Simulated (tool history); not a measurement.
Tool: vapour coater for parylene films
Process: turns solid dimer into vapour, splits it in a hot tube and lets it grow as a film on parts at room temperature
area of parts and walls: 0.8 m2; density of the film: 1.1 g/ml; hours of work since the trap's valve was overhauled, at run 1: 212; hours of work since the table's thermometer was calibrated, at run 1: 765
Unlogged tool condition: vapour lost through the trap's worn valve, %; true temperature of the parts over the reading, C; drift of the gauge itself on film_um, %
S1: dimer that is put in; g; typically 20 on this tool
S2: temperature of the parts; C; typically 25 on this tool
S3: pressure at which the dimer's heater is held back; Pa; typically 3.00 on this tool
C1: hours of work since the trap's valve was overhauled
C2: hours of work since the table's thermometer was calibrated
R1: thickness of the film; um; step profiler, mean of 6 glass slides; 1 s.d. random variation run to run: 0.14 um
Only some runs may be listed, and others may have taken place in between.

run 1 hour=0.0 | S1=20 S2=25 S3=3.00 | C1=212 C2=765 | R1=15.49
-- hour=22.4 trap's valve overhauled
run 2 hour=65.6 | S1=20 S2=25 S3=3.00 | C1=33 C2=812 | R1=17.12
run 3 hour=138.4 | S1=20 S2=25 S3=3.00 | C1=89 C2=868 | R1=16.45
run 4 hour=207.9 | S1=20 S2=25 S3=3.00 | C1=142 C2=922 | R1=15.80
run 5 hour=247.4 | S1=20 S2=25 S3=3.00 | C1=173 C2=952 | R1=15.68
run 6 hour=298.0 | S1=14 S2=25 S3=3.00 | C1=212 C2=991 | R1=10.54
-- hour=306.5 table's thermometer calibrated
-- hour=320.7 trap's valve overhauled
run 7 hour=340.6 | S1=14 S2=25 S3=3.00 | C1=15 C2=23 | R1=12.21
run 8 hour=417.7 | S1=14 S2=25 S3=3.00 | C1=74 C2=82 | R1=11.58
run 9 hour=483.7 | S1=20 S2=25 S3=3.00 | C1=125 C2=133 | R1=16.25
run 10 hour=540.5 | S1=20 S2=25 S3=3.00 | C1=169 C2=177 | R1=15.71
run 11 hour=600.1 | S1=32 S2=34 S3=3.00 | C1=214 C2=222 | R1=19.73
-- hour=615.7 trap's valve overhauled
run 12 hour=663.2 | S1=32 S2=34 S3=3.00 | C1=37 C2=268 | R1=22.31
-- hour=670.0 table's thermometer calibrated, once more
run 13 hour=741.8 | S1=32 S2=34 S3=3.00 | C1=96 C2=55 | R1=21.77
run 14 hour=783.9 | S1=32 S2=22 S3=6.47 | C1=128 C2=87 | R1=24.16
run 15 hour=816.8 | S1=32 S2=22 S3=6.47 | C1=154 C2=113 | R1=23.81
run 16 hour=875.0 | S1=32 S2=22 S3=6.47 | C1=198 C2=157 | R1=22.92
-- hour=914.9 trap's valve overhauled
run 17 hour=940.9 | S1=32 S2=22 S3=6.47 | C1=20 C2=205 | R1=25.87
run 18 hour=1014.4 | S1=20 S2=23 S3=3.00 | C1=76 C2=261 | R1=17.78

Hidden condition of the tool, last listed run before each entry between runs versus first listed run after:
Run 1 -> run 2: trap's valve overhauled (hour 22.4)
  vapour lost through the trap's worn valve, %: 12.8 -> 2.6; true temperature of the parts over the reading, C: 0.32 -> 0.35
  measured minus no-state result, R1: -2.40 -> -0.60 um
Run 6 -> run 7: table's thermometer calibrated (hour 306.5); trap's valve overhauled (hour 320.7)
  vapour lost through the trap's worn valve, %: 13.8 -> 1.2; true temperature of the parts over the reading, C: 0.44 -> 0.64
  measured minus no-state result, R1: -1.81 -> -0.32 um
Run 11 -> run 12: trap's valve overhauled (hour 615.7)
  vapour lost through the trap's worn valve, %: 13.7 -> 2.3; true temperature of the parts over the reading, C: 0.73 -> 0.75
  measured minus no-state result, R1: -3.52 -> -0.92 um
Run 12 -> run 13: table's thermometer calibrated, once more (hour 670.0)
  vapour lost through the trap's worn valve, %: 2.3 -> 6; true temperature of the parts over the reading, C: 0.75 -> 0.09
  measured minus no-state result, R1: -0.92 -> -1.42 um
Run 16 -> run 17: trap's valve overhauled (hour 914.9)
  vapour lost through the trap's worn valve, %: 12.7 -> 1.2; true temperature of the parts over the reading, C: 0.14 -> 0.16
  measured minus no-state result, R1: -3.41 -> -0.41 um

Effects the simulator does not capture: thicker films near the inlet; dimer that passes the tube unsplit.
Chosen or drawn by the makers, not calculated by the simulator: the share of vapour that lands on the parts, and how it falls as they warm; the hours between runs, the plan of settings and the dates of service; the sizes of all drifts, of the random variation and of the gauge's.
